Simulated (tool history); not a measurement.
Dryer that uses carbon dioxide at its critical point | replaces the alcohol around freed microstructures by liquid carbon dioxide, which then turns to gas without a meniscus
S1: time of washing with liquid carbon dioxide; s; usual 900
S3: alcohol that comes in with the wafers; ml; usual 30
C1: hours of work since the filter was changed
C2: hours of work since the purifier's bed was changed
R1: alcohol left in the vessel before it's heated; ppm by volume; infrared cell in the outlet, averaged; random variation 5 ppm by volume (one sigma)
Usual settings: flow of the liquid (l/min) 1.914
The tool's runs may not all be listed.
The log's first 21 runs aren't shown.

run 22 hour=442.8 | S1=900 flow_of_the_liquid_(l/min)=1.520 S3=30 | C1=143 C2=644 | R1=306
run 23 hour=463.4 | S1=900 flow_of_the_liquid_(l/min)=2.080 S3=30 | C1=156 C2=657 | R1=229
run 24 hour=482.1 | S1=1080 flow_of_the_liquid_(l/min)=1.914 S3=69 | C1=168 C2=669 | R1=241
run 25 hour=500.0 | S1=1080 flow_of_the_liquid_(l/min)=2.960 S3=69 | C1=179 C2=680 | R1=235
run 26 hour=515.2 | S1=1080 flow_of_the_liquid_(l/min)=2.960 S3=69 | C1=189 C2=689 | R1=236
run 27 hour=547.8 | S1=1200 flow_of_the_liquid_(l/min)=2.960 S3=33 | C1=209 C2=710 | R1=242
run 28 hour=576.4 | S1=900 flow_of_the_liquid_(l/min)=1.280 S3=23 | C1=227 C2=727 | R1=391
run 29 hour=602.7 | S1=900 flow_of_the_liquid_(l/min)=2.820 S3=30 | C1=243 C2=744 | R1=249
run 30 hour=622.2 | S1=900 flow_of_the_liquid_(l/min)=1.390 S3=101 | C1=255 C2=756 | R1=798
run 31 hour=653.8 | S1=1260 flow_of_the_liquid_(l/min)=3.170 S3=57 | C1=275 C2=776 | R1=264
run 32 hour=682.4 | S1=1200 flow_of_the_liquid_(l/min)=2.910 S3=42 | C1=293 C2=793 | R1=261
run 33 hour=701.0 | S1=900 flow_of_the_liquid_(l/min)=1.914 S3=29 | C1=304 C2=805 | R1=304
run 34 hour=715.4 | S1=900 flow_of_the_liquid_(l/min)=1.914 S3=29 | C1=313 C2=814 | R1=316
run 35 hour=735.9 | S1=840 flow_of_the_liquid_(l/min)=1.620 S3=47 | C1=326 C2=827 | R1=463
run 36 hour=752.8 | S1=840 flow_of_the_liquid_(l/min)=1.620 S3=47 | C1=337 C2=837 | R1=475
run 37 hour=776.8 | S1=600 flow_of_the_liquid_(l/min)=2.130 S3=47 | C1=352 C2=852 | R1=552
-- hour=785.7 purifier's bed changed
run 38 hour=801.5 | S1=960 flow_of_the_liquid_(l/min)=1.914 S3=30 | C1=365 C2=10 | R1=49
run 39 hour=826.6 | S1=960 flow_of_the_liquid_(l/min)=1.914 S3=30 | C1=381 C2=25 | R1=54
run 40 hour=844.0 | S1=840 flow_of_the_liquid_(l/min)=1.300 S3=30 | C1=392 C2=36 | R1=330
run 41 hour=860.5 | S1=840 flow_of_the_liquid_(l/min)=2.660 S3=35 | C1=402 C2=47 | R1=35
run 42 hour=886.0 | S1=900 flow_of_the_liquid_(l/min)=2.530 S3=30 | C1=418 C2=63 | R1=36
run 43 hour=917.0 | S1=600 flow_of_the_liquid_(l/min)=1.930 S3=65 | C1=437 C2=82 | R1=595
-- hour=929.1 inlet filter changed
run 44 hour=943.7 | S1=1200 flow_of_the_liquid_(l/min)=1.930 S3=24 | C1=9 C2=98 | R1=41
run 45 hour=971.3 | S1=1200 flow_of_the_liquid_(l/min)=1.930 S3=24 | C1=26 C2=115 | R1=42
run 46 hour=992.9 | S1=1200 flow_of_the_liquid_(l/min)=1.930 S3=24 | C1=40 C2=129 | R1=49

Forecast each of these 5 alternatives for the next run:
run A hour=1016.2 | S1=1320 flow_of_the_liquid_(l/min)=1.750 S3=24 | C1=54 C2=143 | R1=?
run B hour=1016.2 | S1=540 flow_of_the_liquid_(l/min)=1.914 S3=30 | C1=54 C2=143 | R1=?
run C hour=1016.2 | S1=900 flow_of_the_liquid_(l/min)=1.300 S3=45 | C1=54 C2=143 | R1=?
run D hour=1016.2 | S1=1200 flow_of_the_liquid_(l/min)=3.040 S3=34 | C1=54 C2=143 | R1=?
run E hour=1016.2 | S1=720 flow_of_the_liquid_(l/min)=2.880 S3=24 | C1=54 C2=143 | R1=?

run=A R1=61
run=B R1=289
run=C R1=282
run=D R1=40
run=E R1=65
Without the tool's hidden state the same runs would have given:
run=A R1=15
run=B R1=227
run=C R1=218
run=D R1=0
run=E R1=17
